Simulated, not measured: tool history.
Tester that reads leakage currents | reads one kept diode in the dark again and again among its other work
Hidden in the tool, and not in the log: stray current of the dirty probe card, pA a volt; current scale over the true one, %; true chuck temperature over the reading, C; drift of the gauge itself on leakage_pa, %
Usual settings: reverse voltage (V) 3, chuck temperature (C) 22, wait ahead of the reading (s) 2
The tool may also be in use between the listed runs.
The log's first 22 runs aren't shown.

run,hour,reverse voltage (V),chuck temperature (C),wait ahead of the reading (s),hours of work since the probe card was cleaned,hours of work since the tester was calibrated,hours of work since the chuck was calibrated,current that the tester gives (pA)
23,1242.5,3.19,29,1.43,135,2900,880,66.34
# hour 1249.3: chuck's temperature calibrated
24,1290,3.19,29,1.43,164,2929,26,60.92
25,1353.3,3.19,29,1.43,205,2969,66,60.29
26,1412.7,3.19,39,1.43,243,3007,104,126.79
27,1487.6,2.26,39,1.43,290,3055,152,104.22
28,1534.1,3.95,22,3.98,320,3085,182,38.63
29,1583,7.21,22,2.3,351,3116,213,54.54
30,1616.8,7.21,22,2.3,373,3137,234,54.38
31,1663.2,7.21,34,2.3,402,3167,264,135.57
32,1739.1,13.35,27,1.93,451,3215,312,113.4
# hour 1759: chuck's temperature calibrated, once more
33,1818.5,13.35,22,1.93,500,3265,38,102.14
34,1897.4,3.87,41,6.78,550,3315,88,201.83
35,1935.1,1.69,21,0.53,574,3339,112,28.97
36,1974.1,1.69,21,0.53,599,3364,137,29.02
37,2027.9,1.69,21,0.53,634,3398,172,28.68
38,2080.3,1.14,44,1,667,3432,205,124.27
39,2137,2.61,37,4.53,703,3468,241,118.87

5 ways to go on from here, each from the tool as it stands after run 39. What would each give?
A,2206.1,2.61,39,4.53,747,3512,285,?
B,2206.1,7.39,37,0.54,747,3512,285,?
C,2206.1,7.87,30,2.41,747,3512,285,?
D,2206.1,2.61,35,4.53,747,3512,285,?
E,2206.1,7.51,22,1.38,747,3512,285,?

run,current that the tester gives (pA)
A,136.51
B,214.03
C,133.05
D,102.88
E,71.54
Without the tool's hidden state the same runs would have given:
run,current that the tester gives (pA)
A,140.35
B,218.47
C,134.47
D,105.57
E,70.83

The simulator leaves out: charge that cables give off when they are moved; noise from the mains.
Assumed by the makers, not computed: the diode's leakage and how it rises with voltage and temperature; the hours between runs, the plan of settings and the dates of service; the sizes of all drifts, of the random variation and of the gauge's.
